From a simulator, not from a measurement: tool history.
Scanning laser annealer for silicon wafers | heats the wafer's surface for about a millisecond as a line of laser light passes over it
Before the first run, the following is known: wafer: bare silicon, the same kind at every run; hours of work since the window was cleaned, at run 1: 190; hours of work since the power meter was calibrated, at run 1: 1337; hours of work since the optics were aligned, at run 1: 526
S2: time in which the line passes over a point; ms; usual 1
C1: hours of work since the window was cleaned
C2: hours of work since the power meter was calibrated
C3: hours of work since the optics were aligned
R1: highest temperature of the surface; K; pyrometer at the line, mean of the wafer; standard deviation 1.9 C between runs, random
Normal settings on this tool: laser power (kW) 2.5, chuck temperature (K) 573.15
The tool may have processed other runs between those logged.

run 1 hour=0 | laser_power_(kW)=2.5 S2=1 chuck_temperature_(K)=573.15 | C1=190 C2=1337 C3=526 | R1=1380.15
run 2 hour=83 | laser_power_(kW)=2.582 S2=1 chuck_temperature_(K)=573.15 | C1=245 C2=1393 C3=582 | R1=1406.15
run 3 hour=155.7 | laser_power_(kW)=2.582 S2=1 chuck_temperature_(K)=573.15 | C1=294 C2=1441 C3=630 | R1=1403.15
run 4 hour=241.1 | laser_power_(kW)=2.582 S2=1 chuck_temperature_(K)=546.15 | C1=351 C2=1498 C3=687 | R1=1370.15
run 5 hour=300.4 | laser_power_(kW)=2.582 S2=1 chuck_temperature_(K)=546.15 | C1=391 C2=1538 C3=727 | R1=1371.15
-- hour=348.3 window over the wafer cleaned
run 6 hour=351.8 | laser_power_(kW)=2.582 S2=1 chuck_temperature_(K)=546.15 | C1=2 C2=1571 C3=760 | R1=1388.15
run 7 hour=451.1 | laser_power_(kW)=2.582 S2=1 chuck_temperature_(K)=546.15 | C1=69 C2=1638 C3=827 | R1=1385.15
run 8 hour=552 | laser_power_(kW)=2.582 S2=1 chuck_temperature_(K)=546.15 | C1=136 C2=1705 C3=894 | R1=1381.15
-- hour=594.5 optics aligned, line set to its width
run 9 hour=629.2 | laser_power_(kW)=2.5 S2=1 chuck_temperature_(K)=573.15 | C1=185 C2=1753 C3=23 | R1=1387.15
run 10 hour=704.8 | laser_power_(kW)=2.5 S2=1 chuck_temperature_(K)=573.15 | C1=235 C2=1804 C3=74 | R1=1382.15
run 11 hour=773.7 | laser_power_(kW)=2.5 S2=1 chuck_temperature_(K)=573.15 | C1=281 C2=1850 C3=120 | R1=1379.15
run 12 hour=861.4 | laser_power_(kW)=2.5 S2=1 chuck_temperature_(K)=573.15 | C1=340 C2=1909 C3=179 | R1=1377.15
run 13 hour=931.8 | laser_power_(kW)=2.393 S2=1 chuck_temperature_(K)=573.15 | C1=387 C2=1956 C3=226 | R1=1336.15
-- hour=984.8 window over the wafer cleaned
run 14 hour=988.5 | laser_power_(kW)=2.393 S2=1 chuck_temperature_(K)=573.15 | C1=2 C2=1992 C3=262 | R1=1351.15
run 15 hour=1075.3 | laser_power_(kW)=2.393 S2=1 chuck_temperature_(K)=573.15 | C1=61 C2=2051 C3=320 | R1=1351.15
run 16 hour=1174.7 | laser_power_(kW)=2.393 S2=1 chuck_temperature_(K)=573.15 | C1=127 C2=2117 C3=387 | R1=1346.15
run 17 hour=1259.8 | laser_power_(kW)=2.393 S2=1 chuck_temperature_(K)=573.15 | C1=184 C2=2174 C3=444 | R1=1343.15
run 18 hour=1337.3 | laser_power_(kW)=2.393 S2=1 chuck_temperature_(K)=573.15 | C1=236 C2=2226 C3=496 | R1=1344.15
run 19 hour=1436.5 | laser_power_(kW)=2.2 S2=1 chuck_temperature_(K)=573.15 | C1=302 C2=2292 C3=562 | R1=1276.15
run 20 hour=1514.5 | laser_power_(kW)=2.163 S2=1 chuck_temperature_(K)=573.15 | C1=354 C2=2344 C3=614 | R1=1258.15
-- hour=1614.2 window over the wafer cleaned
run 21 hour=1614.2 | laser_power_(kW)=2.163 S2=1 chuck_temperature_(K)=573.15 | C1=0 C2=2410 C3=680 | R1=1270.15
run 22 hour=1676.2 | laser_power_(kW)=2.163 S2=0.81 chuck_temperature_(K)=593.15 | C1=41 C2=2451 C3=721 | R1=1216.15
run 23 hour=1740 | laser_power_(kW)=2.224 S2=1.03 chuck_temperature_(K)=543.15 | C1=84 C2=2494 C3=764 | R1=1270.15
run 24 hour=1803.8 | laser_power_(kW)=2.148 S2=0.84 chuck_temperature_(K)=541.15 | C1=127 C2=2537 C3=806 | R1=1171.15
run 25 hour=1850.8 | laser_power_(kW)=2.336 S2=1.23 chuck_temperature_(K)=536.15 | C1=158 C2=2568 C3=838 | R1=1370.15
run 26 hour=1920.9 | laser_power_(kW)=2.336 S2=1.23 chuck_temperature_(K)=536.15 | C1=205 C2=2615 C3=885 | R1=1370.15
-- hour=1978.9 optics aligned, line set to its width
run 27 hour=1991.8 | laser_power_(kW)=2.3 S2=0.79 chuck_temperature_(K)=538.15 | C1=249 C2=2659 C3=9 | R1=1193.15
run 28 hour=2078.7 | laser_power_(kW)=2.236 S2=1.02 chuck_temperature_(K)=573.15 | C1=307 C2=2717 C3=67 | R1=1296.15
run 29 hour=2180.1 | laser_power_(kW)=2.404 S2=1.02 chuck_temperature_(K)=541.15 | C1=375 C2=2785 C3=135 | R1=1319.15
run 30 hour=2239.9 | laser_power_(kW)=2.404 S2=1.02 chuck_temperature_(K)=541.15 | C1=415 C2=2825 C3=175 | R1=1314.15
-- hour=2249 window over the wafer cleaned
run 31 hour=2340.8 | laser_power_(kW)=2.404 S2=0.88 chuck_temperature_(K)=541.15 | C1=61 C2=2891 C3=241 | R1=1270.15
run 32 hour=2438.3 | laser_power_(kW)=2.404 S2=0.88 chuck_temperature_(K)=541.15 | C1=127 C2=2957 C3=306 | R1=1266.15
run 33 hour=2533.4 | laser_power_(kW)=2.187 S2=0.83 chuck_temperature_(K)=573.15 | C1=190 C2=3020 C3=370 | R1=1211.15
run 34 hour=2622.7 | laser_power_(kW)=2.187 S2=0.83 chuck_temperature_(K)=573.15 | C1=250 C2=3080 C3=429 | R1=1208.15
run 35 hour=2721.3 | laser_power_(kW)=2.187 S2=0.83 chuck_temperature_(K)=573.15 | C1=316 C2=3146 C3=495 | R1=1204.15
run 36 hour=2787.3 | laser_power_(kW)=2.33 S2=0.78 chuck_temperature_(K)=573.15 | C1=360 C2=3190 C3=540 | R1=1225.15
run 37 hour=2867.7 | laser_power_(kW)=2.699 S2=0.85 chuck_temperature_(K)=563.15 | C1=414 C2=3244 C3=593 | R1=1356.15
-- hour=2879.1 window over the wafer cleaned
run 38 hour=2937.8 | laser_power_(kW)=2.218 S2=1 chuck_temperature_(K)=573.15 | C1=39 C2=3289 C3=639 | R1=1287.15
run 39 hour=3038.7 | laser_power_(kW)=2.5 S2=0.79 chuck_temperature_(K)=574.15 | C1=107 C2=3357 C3=706 | R1=1292.15
run 40 hour=3115.1 | laser_power_(kW)=2.495 S2=0.77 chuck_temperature_(K)=590.15 | C1=158 C2=3408 C3=758 | R1=1296.15

Same runs, no hidden state in the tool, same run-to-run variation:
Hidden state present: light that passes the window, % of a clean one's; laser's true power over the reading, %; width of the line over the set one, %; drift of the gauge itself on peak_c, C.
run=1 R1=1397.15
run=2 R1=1427.15
run=3 R1=1425.15
run=4 R1=1396.15
run=5 R1=1398.15
run=6 R1=1400.15
run=7 R1=1400.15
run=8 R1=1399.15
run=9 R1=1401.15
run=10 R1=1398.15
run=11 R1=1397.15
run=12 R1=1398.15
run=13 R1=1358.15
run=14 R1=1357.15
run=15 R1=1361.15
run=16 R1=1359.15
run=17 R1=1358.15
run=18 R1=1362.15
run=19 R1=1295.15
run=20 R1=1278.15
run=21 R1=1281.15
run=22 R1=1227.15
run=23 R1=1285.15
run=24 R1=1185.15
run=25 R1=1390.15
run=26 R1=1393.15
run=27 R1=1208.15
run=28 R1=1314.15
run=29 R1=1342.15
run=30 R1=1339.15
run=31 R1=1282.15
run=32 R1=1281.15
run=33 R1=1226.15
run=34 R1=1226.15
run=35 R1=1224.15
run=36 R1=1248.15
run=37 R1=1386.15
run=38 R1=1298.15
run=39 R1=1306.15
run=40 R1=1312.15
